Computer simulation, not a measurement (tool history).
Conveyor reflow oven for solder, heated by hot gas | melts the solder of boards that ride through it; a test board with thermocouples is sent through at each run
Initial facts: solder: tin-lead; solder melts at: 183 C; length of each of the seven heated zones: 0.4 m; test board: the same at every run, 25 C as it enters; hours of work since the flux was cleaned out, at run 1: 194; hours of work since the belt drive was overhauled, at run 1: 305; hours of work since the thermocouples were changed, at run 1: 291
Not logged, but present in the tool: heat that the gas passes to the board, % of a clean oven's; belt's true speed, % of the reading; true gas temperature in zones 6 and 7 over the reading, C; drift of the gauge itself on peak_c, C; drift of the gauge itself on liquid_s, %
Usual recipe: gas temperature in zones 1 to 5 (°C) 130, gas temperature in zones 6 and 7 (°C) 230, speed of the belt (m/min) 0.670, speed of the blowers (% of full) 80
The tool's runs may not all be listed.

| run | day | gas temperature in zones 1 to 5 (°C) | gas temperature in zones 6 and 7 (°C) | speed of the belt (m/min) | speed of the blowers (% of full) | hours of work since the flux was cleaned out | hours of work since the belt drive was overhauled | hours of work since the thermocouples were changed | highest temperature of the board (°C) | time above the solder's melting point (s) |
|---|---|---|---|---|---|---|---|---|---|---|
| 1 | 0.000 | 130 | 230 | 0.670 | 80 | 194 | 305 | 291 | 214.8 | 49.2 |
| 2 | 1.604 | 130 | 230 | 0.670 | 80 | 220 | 331 | 318 | 214.1 | 49.5 |
| 3 | 3.917 | 130 | 224 | 0.670 | 80 | 258 | 369 | 355 | 208.5 | 44.4 |
| 4 | 6.258 | 130 | 224 | 0.670 | 80 | 296 | 407 | 393 | 208.4 | 45.0 |
| 5 | 7.950 | 130 | 224 | 0.670 | 80 | 323 | 434 | 421 | 208.1 | 43.9 |
| 6 | 11.200 | 130 | 224 | 0.670 | 80 | 376 | 487 | 474 | 207.6 | 43.2 |
| 7 | 14.242 | 130 | 224 | 0.670 | 80 | 426 | 537 | 523 | 206.5 | 42.9 |
| 8 | 16.208 | 130 | 224 | 0.670 | 80 | 458 | 569 | 555 | 206.2 | 42.8 |
|  | 16.629 | flux residue cleaned out of gas plates and filters |
| 9 | 18.746 | 130 | 224 | 0.670 | 80 | 34 | 607 | 593 | 209.8 | 48.0 |
| 10 | 20.554 | 130 | 224 | 0.670 | 80 | 64 | 636 | 622 | 209.2 | 46.5 |
| 11 | 23.308 | 130 | 230 | 0.670 | 80 | 109 | 681 | 667 | 214.5 | 50.9 |
| 12 | 26.592 | 130 | 230 | 0.670 | 76 | 162 | 734 | 720 | 214.1 | 48.8 |
| 13 | 29.675 | 130 | 230 | 0.670 | 76 | 212 | 784 | 771 | 213.3 | 49.1 |
| 14 | 32.279 | 135 | 230 | 0.670 | 80 | 254 | 827 | 813 | 214.6 | 51.2 |
|  | 34.900 | belt drive overhauled, speed set with a stopwatch |
| 15 | 35.554 | 135 | 230 | 0.670 | 80 | 305 | 11 | 863 | 214.2 | 50.3 |
| 16 | 37.183 | 130 | 230 | 0.560 | 62 | 331 | 37 | 890 | 214.7 | 58.4 |
|  | 39.142 | thermocouples of zones 6 and 7 changed |
| 17 | 39.804 | 115 | 230 | 0.560 | 89 | 373 | 78 | 11 | 217.3 | 59.2 |
| 18 | 42.346 | 137 | 230 | 0.799 | 80 | 414 | 120 | 52 | 207.5 | 37.0 |
| 19 | 44.912 | 130 | 240 | 0.629 | 80 | 456 | 162 | 94 | 222.4 | 58.6 |
|  | 45.408 | flux residue cleaned out of gas plates and filters |
| 20 | 47.658 | 130 | 240 | 0.629 | 80 | 37 | 203 | 135 | 226.7 | 61.8 |
| 21 | 50.317 | 130 | 220 | 0.670 | 86 | 80 | 246 | 178 | 207.5 | 44.2 |
| 22 | 51.971 | 130 | 232 | 0.785 | 80 | 107 | 273 | 205 | 211.1 | 39.4 |
| 23 | 53.854 | 137 | 230 | 0.670 | 68 | 137 | 303 | 236 | 213.5 | 50.7 |
| 24 | 56.033 | 130 | 221 | 0.670 | 83 | 173 | 339 | 271 | 207.4 | 43.9 |
| 25 | 57.833 | 139 | 230 | 0.661 | 62 | 202 | 368 | 300 | 211.9 | 50.2 |
| 26 | 59.408 | 139 | 241 | 0.774 | 62 | 228 | 394 | 326 | 214.5 | 44.8 |
| 27 | 62.088 | 130 | 230 | 0.717 | 80 | 271 | 437 | 370 | 211.7 | 43.0 |
| 28 | 64.679 | 130 | 230 | 0.717 | 80 | 313 | 479 | 412 | 211.0 | 43.5 |
| 29 | 67.712 | 130 | 230 | 0.717 | 80 | 363 | 529 | 461 | 209.4 | 42.1 |
| 30 | 69.321 | 138 | 221 | 0.670 | 59 | 389 | 555 | 487 | 201.2 | 37.7 |

The logged runs with the hidden state left out (each run's random variation unchanged):
| run | highest temperature of the board (°C) | time above the solder's melting point (s) |
|---|---|---|
| 1 | 217.0 | 51.0 |
| 2 | 216.6 | 51.6 |
| 3 | 211.3 | 47.3 |
| 4 | 211.6 | 48.4 |
| 5 | 211.6 | 47.8 |
| 6 | 211.6 | 47.8 |
| 7 | 211.1 | 48.1 |
| 8 | 211.2 | 48.5 |
| 9 | 210.5 | 48.1 |
| 10 | 210.2 | 47.0 |
| 11 | 216.1 | 51.6 |
| 12 | 216.2 | 50.1 |
| 13 | 215.9 | 50.9 |
| 14 | 217.6 | 53.1 |
| 15 | 218.2 | 54.0 |
| 16 | 218.3 | 62.5 |
| 17 | 221.1 | 63.6 |
| 18 | 212.6 | 42.0 |
| 19 | 227.5 | 62.4 |
| 20 | 227.4 | 62.2 |
| 21 | 208.7 | 45.5 |
| 22 | 212.8 | 40.7 |
| 23 | 215.2 | 52.2 |
| 24 | 209.5 | 46.2 |
| 25 | 214.1 | 52.2 |
| 26 | 217.4 | 46.9 |
| 27 | 215.2 | 46.1 |
| 28 | 215.0 | 47.1 |
| 29 | 214.0 | 46.3 |
| 30 | 204.9 | 42.8 |

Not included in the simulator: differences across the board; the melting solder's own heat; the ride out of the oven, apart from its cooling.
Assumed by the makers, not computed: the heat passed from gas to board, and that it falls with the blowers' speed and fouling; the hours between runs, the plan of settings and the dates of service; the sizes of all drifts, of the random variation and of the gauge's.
